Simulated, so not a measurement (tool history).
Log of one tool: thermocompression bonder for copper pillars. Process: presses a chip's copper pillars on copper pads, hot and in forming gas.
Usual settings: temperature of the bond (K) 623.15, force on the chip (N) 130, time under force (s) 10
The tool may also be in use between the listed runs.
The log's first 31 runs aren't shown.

run	hour	temperature of the bond (K)	force on the chip (N)	time under force (s)	hours of work since the heater was calibrated	hours of work since the force cell was calibrated	hours of work since the gas filter was changed	force that shears a chip off (N)
32	454.4	621.15	150	14	649	502	142	44.7
# hour 458.3: heater calibrated with a thermocouple chip
33	473.9	621.15	150	14	10	513	153	42.0
34	488.5	652.15	118	6	20	523	163	36.7
35	509.8	606.15	111	6	34	537	177	19.9
36	529.6	606.15	98	25	47	550	190	33.5
37	545.6	595.15	174	22	57	560	200	40.8
38	566.6	599.15	116	22	71	574	214	32.6
39	587.5	611.15	119	15	85	588	228	33.1

Forecast each of these 5 alternatives for the next run:
A	600.1	594.15	119	15	93	596	236	?
B	600.1	611.15	119	10	93	596	236	?
C	600.1	610.15	180	6	93	596	236	?
D	600.1	614.15	130	19	93	596	236	?
E	600.1	621.15	186	11	93	596	236	?

run	force that shears a chip off (N)
A	26.9
B	28.0
C	30.1
D	40.0
E	44.1
Without the tool's hidden state the same runs would have given:
run	force that shears a chip off (N)
A	27.7
B	28.9
C	31.1
D	41.2
E	45.5

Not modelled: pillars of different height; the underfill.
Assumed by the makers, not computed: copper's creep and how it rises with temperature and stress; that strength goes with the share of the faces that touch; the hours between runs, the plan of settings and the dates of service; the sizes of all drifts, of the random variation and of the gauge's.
